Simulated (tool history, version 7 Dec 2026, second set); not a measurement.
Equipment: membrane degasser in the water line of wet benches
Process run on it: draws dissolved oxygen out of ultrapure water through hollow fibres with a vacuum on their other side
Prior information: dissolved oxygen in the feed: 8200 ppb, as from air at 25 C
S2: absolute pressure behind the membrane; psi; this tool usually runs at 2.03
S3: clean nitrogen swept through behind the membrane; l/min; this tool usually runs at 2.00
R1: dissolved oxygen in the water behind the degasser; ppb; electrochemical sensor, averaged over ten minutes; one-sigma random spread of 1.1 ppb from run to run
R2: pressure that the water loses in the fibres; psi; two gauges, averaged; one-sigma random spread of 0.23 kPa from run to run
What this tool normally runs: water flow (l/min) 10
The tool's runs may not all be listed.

Run 1, hour 0.0: usual settings. Result: R1 138.4 ppb, R2 8.695 psi.
Run 2, hour 41.4: usual settings. Result: R1 135.3 ppb, R2 8.741 psi.
Run 3, hour 82.4: usual settings but S3 2.38 l/min. Result: R1 116.8 ppb, R2 8.730 psi.
Run 4, hour 116.4: usual settings but water flow (l/min) 7. Result: R1 95.1 ppb, R2 6.128 psi.
Run 5, hour 175.4: usual settings. Result: R1 136.2 ppb, R2 8.736 psi.
Run 6, hour 232.3: usual settings. Result: R1 135.6 ppb, R2 8.731 psi.
Run 7, hour 267.7: usual settings. Result: R1 136.3 ppb, R2 8.747 psi.
Run 8, hour 302.0: usual settings. Result: R1 137.6 ppb, R2 8.718 psi.
At hour 314.7: seals of the vacuum lines changed.
Run 9, hour 351.8: usual settings. Result: R1 138.0 ppb, R2 8.812 psi.
Run 10, hour 422.9: usual settings. Result: R1 135.5 ppb, R2 8.746 psi.
Run 11, hour 487.5: usual settings but S3 2.29 l/min. Result: R1 119.7 ppb, R2 8.773 psi.
Run 12, hour 560.2: usual settings but S3 2.29 l/min. Result: R1 122.1 ppb, R2 8.781 psi.
Run 13, hour 596.6: usual settings but S3 1.52 l/min. Result: R1 177.0 ppb, R2 8.785 psi.
Run 14, hour 634.1: usual settings but S3 1.13 l/min. Result: R1 228.3 ppb, R2 8.802 psi.
Run 15, hour 697.2: usual settings but S2 3.38 psi, S3 0.81 l/min. Result: R1 548.4 ppb, R2 8.801 psi.
Run 16, hour 752.4: usual settings but S3 2.36 l/min. Result: R1 118.2 ppb, R2 8.782 psi.
Run 17, hour 826.2: usual settings but S3 2.36 l/min. Result: R1 117.8 ppb, R2 8.797 psi.
Run 18, hour 890.2: usual settings but S2 1.83 psi. Result: R1 123.1 ppb, R2 8.812 psi.
Run 19, hour 955.5: usual settings but S2 1.83 psi. Result: R1 120.3 ppb, R2 8.908 psi.
Run 20, hour 1012.0: usual settings but S2 1.83 psi. Result: R1 123.1 ppb, R2 8.805 psi.
Run 21, hour 1066.4: usual settings but water flow (l/min) 9, S2 1.75 psi. Result: R1 102.5 ppb, R2 7.957 psi.
Run 22, hour 1119.5: usual settings but water flow (l/min) 14, S2 1.75 psi. Result: R1 164.3 ppb, R2 12.472 psi.
Run 23, hour 1181.3: usual settings but water flow (l/min) 7, S2 2.51 psi, S3 5.25 l/min. Result: R1 49.2 ppb, R2 6.244 psi.
Run 24, hour 1247.7: usual settings but water flow (l/min) 7, S2 2.51 psi, S3 5.25 l/min. Result: R1 49.7 ppb, R2 6.212 psi.
Run 25, hour 1282.1: usual settings but water flow (l/min) 9. Result: R1 122.1 ppb, R2 8.012 psi.

Predict each of these 3 candidate next runs independently; none follows another, all start after run 25:
Run A, hour 1354.3: usual settings but water flow (l/min) 9, S2 3.42 psi. Result: R1 ?, R2 ?.
Run B, hour 1354.3: usual settings but water flow (l/min) 9, S2 2.94 psi, S3 2.07 l/min. Result: R1 ?, R2 ?.
Run C, hour 1354.3: usual settings but S3 2.97 l/min. Result: R1 ?, R2 ?.

run     R1     R2
  A  223.0  8.035
  B  181.8  7.979
  C   95.7  8.959
With no hidden state in the tool, these same runs would have given:
run     R1     R2
  A  222.9  7.864
  B  181.7  7.807
  C   95.6  8.768

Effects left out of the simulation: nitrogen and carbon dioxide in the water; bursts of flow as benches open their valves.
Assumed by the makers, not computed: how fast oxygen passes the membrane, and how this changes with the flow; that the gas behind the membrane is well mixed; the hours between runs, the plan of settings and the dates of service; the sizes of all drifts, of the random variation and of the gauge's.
